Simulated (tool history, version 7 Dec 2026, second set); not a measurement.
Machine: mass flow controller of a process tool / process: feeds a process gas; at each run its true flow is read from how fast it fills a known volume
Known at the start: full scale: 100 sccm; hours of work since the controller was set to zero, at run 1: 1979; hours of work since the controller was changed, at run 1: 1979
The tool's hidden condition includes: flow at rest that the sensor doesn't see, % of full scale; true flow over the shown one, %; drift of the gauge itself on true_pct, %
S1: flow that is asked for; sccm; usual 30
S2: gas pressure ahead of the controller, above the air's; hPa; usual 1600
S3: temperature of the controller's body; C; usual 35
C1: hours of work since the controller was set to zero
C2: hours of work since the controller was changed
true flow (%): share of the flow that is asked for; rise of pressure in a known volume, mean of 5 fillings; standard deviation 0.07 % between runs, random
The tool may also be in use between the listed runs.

Run 1, hour 0: usual settings; C1 1979; C2 1979. Result: true flow (%) 98.74.
Run 2, hour 157.2: usual settings; C1 2063; C2 2063. Result: true flow (%) 98.87.
Run 3, hour 302.6: usual settings; C1 2141; C2 2141. Result: true flow (%) 98.82.
Run 4, hour 395.9: usual settings; C1 2191; C2 2191. Result: true flow (%) 98.92.
Run 5, hour 546.8: usual settings; C1 2271; C2 2271. Result: true flow (%) 99.06.
Run 6, hour 637.1: usual settings but S3 21 C; C1 2320; C2 2320. Result: true flow (%) 100.11.
Run 7, hour 788.6: usual settings but S2 2170 hPa, S3 21 C; C1 2400; C2 2400. Result: true flow (%) 100.53.
Run 8, hour 893.3: usual settings but S1 25 sccm; C1 2456; C2 2456. Result: true flow (%) 99.23.
Run 9, hour 1040.3: usual settings but S1 25 sccm; C1 2535; C2 2535. Result: true flow (%) 99.14.
Run 10, hour 1134.5: usual settings but S1 25 sccm; C1 2585; C2 2585. Result: true flow (%) 99.34.
Run 11, hour 1275.3: usual settings but S1 25 sccm; C1 2660; C2 2660. Result: true flow (%) 99.18.
Run 12, hour 1412.2: usual settings but S1 25 sccm; C1 2733; C2 2733. Result: true flow (%) 99.54.
Run 13, hour 1519.5: usual settings; C1 2791; C2 2791. Result: true flow (%) 99.51.
Run 14, hour 1632: usual settings but S3 36 C; C1 2851; C2 2851. Result: true flow (%) 99.61.
Run 15, hour 1726.6: usual settings but S3 36 C; C1 2901; C2 2901. Result: true flow (%) 99.64.
Run 16, hour 1837.2: usual settings but S3 36 C; C1 2960; C2 2960. Result: true flow (%) 99.73.
Run 17, hour 2008.3: usual settings but S1 86 sccm; C1 3052; C2 3052. Result: true flow (%) 99.95.
Run 18, hour 2178.4: usual settings but S1 86 sccm; C1 3142; C2 3142. Result: true flow (%) 100.09.
Run 19, hour 2329.6: usual settings; C1 3223; C2 3223. Result: true flow (%) 100.05.
Run 20, hour 2412: usual settings; C1 3267; C2 3267. Result: true flow (%) 100.1.
Run 21, hour 2567.1: usual settings; C1 3350; C2 3350. Result: true flow (%) 100.15.
Run 22, hour 2706.4: usual settings but S2 1940 hPa; C1 3424; C2 3424. Result: true flow (%) 100.35.
Run 23, hour 2844.4: usual settings but S2 1940 hPa; C1 3498; C2 3498. Result: true flow (%) 100.4.
Run 24, hour 2995.8: usual settings but S1 31 sccm, S2 2150 hPa, S3 29 C; C1 3579; C2 3579. Result: true flow (%) 100.99.
Run 25, hour 3104.5: usual settings but S1 31 sccm, S2 2150 hPa, S3 29 C; C1 3637; C2 3637. Result: true flow (%) 100.93.
Run 26, hour 3217.1: usual settings but S1 19 sccm, S2 1740 hPa; C1 3697; C2 3697. Result: true flow (%) 100.44.
Run 27, hour 3332.5: usual settings but S1 92 sccm, S2 1780 hPa, S3 38 C; C1 3759; C2 3759. Result: true flow (%) 100.49.
Run 28, hour 3451.2: usual settings but S1 77 sccm, S2 2290 hPa, S3 32 C; C1 3822; C2 3822. Result: true flow (%) 101.29.
Run 29, hour 3614.2: usual settings but S3 30 C; C1 3909; C2 3909. Result: true flow (%) 100.86.
Run 30, hour 3781: usual settings but S1 45 sccm, S2 2120 hPa, S3 22 C; C1 3998; C2 3998. Result: true flow (%) 101.95.
Run 31, hour 3946.3: usual settings but S1 45 sccm, S2 2120 hPa, S3 22 C; C1 4086; C2 4086. Result: true flow (%) 101.96.
Run 32, hour 4073.9: usual settings but S2 2410 hPa, S3 24 C; C1 4155; C2 4155. Result: true flow (%) 102.04.
At hour 4120.5: gauge calibrated.
Run 33, hour 4234.2: usual settings but S1 18 sccm, S2 1470 hPa, S3 30 C; C1 4240; C2 4240. Result: true flow (%) 99.02.
Run 34, hour 4307.7: usual settings but S1 23 sccm, S3 24 C; C1 4279; C2 4279. Result: true flow (%) 99.61.
Run 35, hour 4403.6: usual settings but S2 2540 hPa, S3 29 C; C1 4331; C2 4331. Result: true flow (%) 100.
Run 36, hour 4550.6: usual settings but S2 2540 hPa, S3 29 C; C1 4409; C2 4409. Result: true flow (%) 99.88.
Run 37, hour 4717.3: usual settings but S1 18 sccm, S2 1590 hPa; C1 4498; C2 4498. Result: true flow (%) 99.1.
Run 38, hour 4794.1: usual settings but S2 1830 hPa, S3 27 C; C1 4539; C2 4539. Result: true flow (%) 99.76.
Run 39, hour 4917: usual settings but S1 45 sccm, S2 2560 hPa, S3 37 C; C1 4605; C2 4605. Result: true flow (%) 99.63.
Run 40, hour 5016.8: usual settings but S1 33 sccm, S2 2260 hPa, S3 37 C; C1 4658; C2 4658. Result: true flow (%) 99.43.
Run 41, hour 5162.9: usual settings but S1 34 sccm, S2 2150 hPa, S3 24 C; C1 4736; C2 4736. Result: true flow (%) 100.4.
Run 42, hour 5243.8: usual settings but S1 20 sccm, S3 37 C; C1 4779; C2 4779. Result: true flow (%) 99.07.
Run 43, hour 5419.7: usual settings but S1 20 sccm, S3 37 C; C1 4873; C2 4873. Result: true flow (%) 99.21.

Across each entry between runs, compare the hidden state at the last listed run before it with the hidden state at the first listed run after it:
In the gap between runs 32 and 33: gauge calibrated (hour 4120.5)
  drift of the gauge itself on true_pct, %: 2.01 -> 0.06
  measured minus no-state result, true flow (%): +2.01 -> +0.04
